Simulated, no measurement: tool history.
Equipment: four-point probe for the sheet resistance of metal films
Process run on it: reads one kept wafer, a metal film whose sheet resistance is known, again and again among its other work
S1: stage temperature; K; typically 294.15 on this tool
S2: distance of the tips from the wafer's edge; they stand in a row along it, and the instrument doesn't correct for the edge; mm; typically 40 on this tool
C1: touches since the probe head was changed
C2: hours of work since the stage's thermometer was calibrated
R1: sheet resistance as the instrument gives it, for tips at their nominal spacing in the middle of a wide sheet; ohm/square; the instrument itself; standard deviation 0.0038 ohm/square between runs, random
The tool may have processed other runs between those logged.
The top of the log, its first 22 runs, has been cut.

run	hour	S1	S2	C1	C2	R1
23	261.8	298.15	8	4579	30	19.062551
24	273.6	299.15	5	4725	35	19.435583
25	283.2	294.15	13	4842	39	18.895684
26	296.7	292.15	18	5008	46	18.85444
27	306.4	292.15	18	5126	50	18.85203
28	319.7	294.15	25	5290	56	18.821809
29	332.3	301.15	12	5445	62	18.917958
30	346	292.15	36	5613	68	18.817115
31	358.3	294.15	40	5763	74	18.814281
32	366	306.15	40	5857	78	18.817748
33	378.9	306.15	40	6015	83	18.810317
34	392.8	292.15	40	6185	90	18.814147
35	408.6	305.15	20	6379	97	18.853614
36	415.9	298.15	10	6469	101	18.963078
37	424.4	298.15	19	6573	104	18.845483
38	435.1	294.15	10	6704	109	18.962303
39	449.6	298.15	10	6883	116	18.971102
40	463	299.15	74	7047	122	18.807653
41	473.3	299.15	74	7173	127	18.805966
42	488.1	307.15	40	7355	134	18.813571
43	496.6	303.15	7	7459	138	19.135226
44	504.2	303.15	7	7551	141	19.136253

Below are 5 alternative next runs, each starting from the tool's condition after run 44. Predict each:
A	515.5	299.15	7	7691	146	?
B	515.5	296.15	40	7691	146	?
C	515.5	299.15	7	7691	146	?
D	515.5	294.15	14	7691	146	?
E	515.5	306.15	7	7691	146	?

run	R1
A	19.130485
B	18.802939
C	19.128802
D	18.887689
E	19.135567
The same runs, with their run-to-run variation unchanged, on a tool lacking any hidden condition would have given:
run	R1
A	19.170975
B	18.842846
C	19.169289
D	18.927811
E	19.175917
